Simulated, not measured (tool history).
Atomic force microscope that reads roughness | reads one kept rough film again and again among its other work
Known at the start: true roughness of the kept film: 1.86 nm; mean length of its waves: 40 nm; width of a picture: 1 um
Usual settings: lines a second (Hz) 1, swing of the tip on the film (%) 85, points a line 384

run   hour  lines a second (Hz)  swing of the tip on the film (%)  points a line  roughness of the kept film (nm (root mean square))
  1      0                    1                                85            384                                               1.708
  2   23.3                    1                                85            384                                               1.692
  3   47.9                    1                                85            290                                               1.689
      63.3  -- new tip fitted
  4   73.8                    1                                85            290                                               1.731
  5   93.8                    1                                85            290                                               1.723
  6  111.2                    1                                85            290                                               1.725
  7  125.2                    1                                85            327                                               1.719
  8  144.4                    1                                65            327                                                1.73
  9  155.8                    1                                85            311                                               1.691
 10  180.7                  0.7                                85            384                                               1.721
 11  200.3                 2.54                                59            622                                               1.721
     206.1  -- new tip fitted
 12  220.5                 2.54                                79            622                                               1.677
 13  237.4                 2.54                                79            622                                               1.667

4 ways to go on from here, each from the tool as it stands after run 13. What would each give?
  A  248.3                 1.37                                85            517                                                   ?
  B  248.3                 2.25                                75            265                                                   ?
  C  248.3                 2.54                                79            897                                                   ?
  D  248.3                 2.34                                85            384                                                   ?

run  roughness of the kept film (nm (root mean square))
  A                                               1.698
  B                                               1.701
  C                                               1.663
  D                                               1.628
Without the tool's hidden state the same runs would have given:
run  roughness of the kept film (nm (root mean square))
  A                                               1.728
  B                                               1.731
  C                                               1.693
  D                                               1.657
